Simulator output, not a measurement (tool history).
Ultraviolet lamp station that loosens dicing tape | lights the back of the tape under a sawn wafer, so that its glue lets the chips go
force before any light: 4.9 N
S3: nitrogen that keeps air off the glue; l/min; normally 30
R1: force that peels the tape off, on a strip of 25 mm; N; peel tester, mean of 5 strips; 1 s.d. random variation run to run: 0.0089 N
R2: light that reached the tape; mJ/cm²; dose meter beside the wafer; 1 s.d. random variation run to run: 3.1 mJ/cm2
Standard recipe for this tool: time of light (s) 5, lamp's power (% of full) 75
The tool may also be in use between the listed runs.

Run 1, hour 0: usual settings. Result: R1 0.449 N, R2 431 mJ/cm².
Run 2, hour 13.8: usual settings. Result: R1 0.466 N, R2 426 mJ/cm².
Run 3, hour 33.6: usual settings but time of light (s) 4. Result: R1 0.676 N, R2 340 mJ/cm².
Run 4, hour 47.6: usual settings but S3 35 l/min. Result: R1 0.439 N, R2 423 mJ/cm².
Run 5, hour 68.6: usual settings. Result: R1 0.443 N, R2 422 mJ/cm².
Run 6, hour 87.6: usual settings. Result: R1 0.477 N, R2 423 mJ/cm².
Run 7, hour 99.4: usual settings. Result: R1 0.461 N, R2 418 mJ/cm².
Run 8, hour 126.6: usual settings but lamp's power (% of full) 86. Result: R1 0.387 N, R2 478 mJ/cm².
Run 9, hour 138.9: usual settings but lamp's power (% of full) 86. Result: R1 0.375 N, R2 480 mJ/cm².
Run 10, hour 164: usual settings but lamp's power (% of full) 86. Result: R1 0.375 N, R2 477 mJ/cm².
Run 11, hour 175.8: usual settings but lamp's power (% of full) 83. Result: R1 0.41 N, R2 461 mJ/cm².
Run 12, hour 197.8: usual settings but lamp's power (% of full) 83. Result: R1 0.43 N, R2 457 mJ/cm².
Run 13, hour 220.7: usual settings but lamp's power (% of full) 83. Result: R1 0.411 N, R2 460 mJ/cm².
Run 14, hour 247.1: usual settings but time of light (s) 3, lamp's power (% of full) 83. Result: R1 0.994 N, R2 274 mJ/cm².
Run 15, hour 268.7: usual settings but time of light (s) 9, lamp's power (% of full) 74. Result: R1 0.192 N, R2 722 mJ/cm².
Run 16, hour 287.1: usual settings but lamp's power (% of full) 73, S3 23 l/min. Result: R1 0.605 N, R2 400 mJ/cm².
Run 17, hour 306.6: usual settings but lamp's power (% of full) 73, S3 23 l/min. Result: R1 0.602 N, R2 401 mJ/cm².
Run 18, hour 319.7: usual settings but time of light (s) 3, lamp's power (% of full) 70, S3 23 l/min. Result: R1 1.404 N, R2 225 mJ/cm².
Run 19, hour 337.5: usual settings but time of light (s) 3, lamp's power (% of full) 64, S3 23 l/min. Result: R1 1.544 N, R2 206 mJ/cm².
Run 20, hour 353.2: usual settings but lamp's power (% of full) 81, S3 23 l/min. Result: R1 0.503 N, R2 446 mJ/cm².
Run 21, hour 370.3: usual settings but lamp's power (% of full) 81, S3 23 l/min. Result: R1 0.547 N, R2 434 mJ/cm².
Run 22, hour 388.6: usual settings but time of light (s) 2, lamp's power (% of full) 68, S3 26 l/min. Result: R1 1.996 N, R2 148 mJ/cm².
Run 23, hour 415: usual settings but time of light (s) 3, lamp's power (% of full) 85, S3 58 l/min. Result: R1 0.731 N, R2 268 mJ/cm².
Run 24, hour 439.9: usual settings but time of light (s) 3, lamp's power (% of full) 85, S3 23 l/min. Result: R1 1.137 N, R2 270 mJ/cm².
Run 25, hour 467.2: usual settings but time of light (s) 4, lamp's power (% of full) 64, S3 54 l/min. Result: R1 0.744 N, R2 272 mJ/cm².
Run 26, hour 484.4: usual settings but time of light (s) 4, lamp's power (% of full) 97, S3 15 l/min. Result: R1 0.783 N, R2 410 mJ/cm².
Run 27, hour 502.9: usual settings but time of light (s) 4, lamp's power (% of full) 97, S3 15 l/min. Result: R1 0.788 N, R2 411 mJ/cm².

4 ways to go on from here, each from the tool as it stands after run 27. What would each give?
Run A, hour 521.8: usual settings but time of light (s) 9, lamp's power (% of full) 64, S3 19 l/min. Result: R1 ?, R2 ?.
Run B, hour 521.8: usual settings but lamp's power (% of full) 66, S3 10 l/min. Result: R1 ?, R2 ?.
Run C, hour 521.8: usual settings but time of light (s) 3, lamp's power (% of full) 88, S3 24 l/min. Result: R1 ?, R2 ?.
Run D, hour 521.8: usual settings but lamp's power (% of full) 68, S3 13 l/min. Result: R1 ?, R2 ?.

run     R1   R2
  A  0.324  604
  B  1.266  343
  C  1.031  279
  D  1.016  360
Without the tool's unlogged condition, the same runs would have read:
run     R1   R2
  A  0.231  744
  B  0.943  423
  C  0.749  344
  D  0.736  444

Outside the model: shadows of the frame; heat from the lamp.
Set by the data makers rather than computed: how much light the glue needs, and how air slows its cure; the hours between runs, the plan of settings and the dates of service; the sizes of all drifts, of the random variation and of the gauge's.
